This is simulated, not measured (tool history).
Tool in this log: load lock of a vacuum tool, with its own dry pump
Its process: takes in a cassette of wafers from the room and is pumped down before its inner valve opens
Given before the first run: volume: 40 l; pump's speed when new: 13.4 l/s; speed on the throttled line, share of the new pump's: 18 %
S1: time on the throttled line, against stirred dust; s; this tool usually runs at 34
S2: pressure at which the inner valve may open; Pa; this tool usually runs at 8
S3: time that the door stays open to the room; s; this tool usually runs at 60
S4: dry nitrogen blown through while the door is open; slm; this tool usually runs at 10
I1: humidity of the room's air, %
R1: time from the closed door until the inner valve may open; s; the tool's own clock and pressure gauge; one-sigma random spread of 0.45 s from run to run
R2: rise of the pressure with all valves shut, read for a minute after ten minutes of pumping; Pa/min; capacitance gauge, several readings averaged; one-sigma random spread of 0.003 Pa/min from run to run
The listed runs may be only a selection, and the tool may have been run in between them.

Run 1, hour 0: usual settings; I1 48.1. Result: R1 58.8 s, R2 0.057 Pa/min.
Run 2, hour 91.5: usual settings; I1 47.1. Result: R1 58.8 s, R2 0.052 Pa/min.
Run 3, hour 188.1: usual settings; I1 45.3. Result: R1 58.9 s, R2 0.052 Pa/min.
Run 4, hour 240.9: usual settings but S1 55 s; I1 40.5. Result: R1 76.1 s, R2 0.049 Pa/min.
Run 5, hour 305.6: usual settings but S1 55 s; I1 45.6. Result: R1 75.9 s, R2 0.055 Pa/min.
Run 6, hour 399.1: usual settings; I1 47.4. Result: R1 59.2 s, R2 0.051 Pa/min.
Run 7, hour 489.6: usual settings but S4 8 slm; I1 45.9. Result: R1 58.9 s, R2 0.052 Pa/min.
Run 8, hour 546.7: usual settings but S4 8 slm; I1 41.8. Result: R1 58.1 s, R2 0.048 Pa/min.
Run 9, hour 601.4: usual settings but S4 8 slm; I1 43.6. Result: R1 59.5 s, R2 0.056 Pa/min.
Run 10, hour 649.2: usual settings but S4 8 slm; I1 48.8. Result: R1 59.2 s, R2 0.065 Pa/min.
Run 11, hour 738.3: usual settings but S4 8 slm; I1 47.7. Result: R1 58.4 s, R2 0.058 Pa/min.
Run 12, hour 806.6: usual settings but S4 24 slm; I1 41.8. Result: R1 59.5 s, R2 0.037 Pa/min.
Run 13, hour 857.4: usual settings; I1 44.3. Result: R1 59.1 s, R2 0.047 Pa/min.
Run 14, hour 937.1: usual settings; I1 46.7. Result: R1 58.9 s, R2 0.046 Pa/min.
Run 15, hour 1027.8: usual settings; I1 41.7. Result: R1 58.6 s, R2 0.048 Pa/min.
Run 16, hour 1138.4: usual settings; I1 45.2. Result: R1 59.2 s, R2 0.054 Pa/min.
Run 17, hour 1237.3: usual settings; I1 44.4. Result: R1 58.9 s, R2 0.05 Pa/min.
Run 18, hour 1347.4: usual settings; I1 45.7. Result: R1 60 s, R2 0.055 Pa/min.
Run 19, hour 1400.5: usual settings; I1 46.5. Result: R1 59.5 s, R2 0.055 Pa/min.
Run 20, hour 1459.7: usual settings; I1 46.6. Result: R1 59.3 s, R2 0.055 Pa/min.
Run 21, hour 1568.5: usual settings; I1 45.6. Result: R1 59.3 s, R2 0.055 Pa/min.
Run 22, hour 1658: usual settings but S4 39 slm; I1 44.5. Result: R1 59.8 s, R2 0.037 Pa/min.
Run 23, hour 1734.3: usual settings but S4 39 slm; I1 51. Result: R1 59.6 s, R2 0.038 Pa/min.
Run 24, hour 1839.5: usual settings but S1 51 s, S4 24 slm; I1 41.3. Result: R1 72.6 s, R2 0.046 Pa/min.
Run 25, hour 1895.6: usual settings but S1 50 s, S2 11 Pa, S3 83 s, S4 27 slm; I1 41.1. Result: R1 71 s, R2 0.041 Pa/min.
Run 26, hour 1992.9: usual settings but S1 50 s, S2 11 Pa, S3 29 s, S4 27 slm; I1 46.9. Result: R1 72 s, R2 0.031 Pa/min.
Run 27, hour 2105: usual settings but S1 50 s, S2 11 Pa, S3 29 s, S4 27 slm; I1 40.6. Result: R1 71.4 s, R2 0.027 Pa/min.
Run 28, hour 2190.1: usual settings but S1 48 s, S2 14 Pa, S3 31 s, S4 28 slm; I1 46.1. Result: R1 68.4 s, R2 0.036 Pa/min.
Run 29, hour 2287.4: usual settings but S1 48 s, S2 14 Pa, S3 31 s, S4 28 slm; I1 46.7. Result: R1 68.5 s, R2 0.033 Pa/min.
Run 30, hour 2372.4: usual settings but S1 48 s, S2 9 Pa, S3 31 s, S4 5 slm; I1 43.6. Result: R1 71.4 s, R2 0.043 Pa/min.
Run 31, hour 2445.4: usual settings but S1 19 s, S2 9 Pa, S3 31 s, S4 5 slm; I1 41.9. Result: R1 47.4 s, R2 0.041 Pa/min.
Run 32, hour 2559.2: usual settings but S3 47 s; I1 45.1. Result: R1 60.2 s, R2 0.048 Pa/min.
Run 33, hour 2626.6: usual settings but S1 27 s, S2 15 Pa; I1 43.7. Result: R1 51.7 s, R2 0.059 Pa/min.
Run 34, hour 2705.2: usual settings but S1 17 s; I1 41.4. Result: R1 45.7 s, R2 0.051 Pa/min.

Run 35, settings as shown, results not yet in. Your forecast:
Run 35, hour 2808.9: usual settings but S2 9 Pa; I1 44.3. Result: R1 ?, R2 ?.

Run 35 came out at R1 59.8 s, R2 0.049 Pa/min.
On a tool with no hidden condition, and with the same random variation, this run would have come out at R1 56.3 s, R2 0.044 Pa/min.

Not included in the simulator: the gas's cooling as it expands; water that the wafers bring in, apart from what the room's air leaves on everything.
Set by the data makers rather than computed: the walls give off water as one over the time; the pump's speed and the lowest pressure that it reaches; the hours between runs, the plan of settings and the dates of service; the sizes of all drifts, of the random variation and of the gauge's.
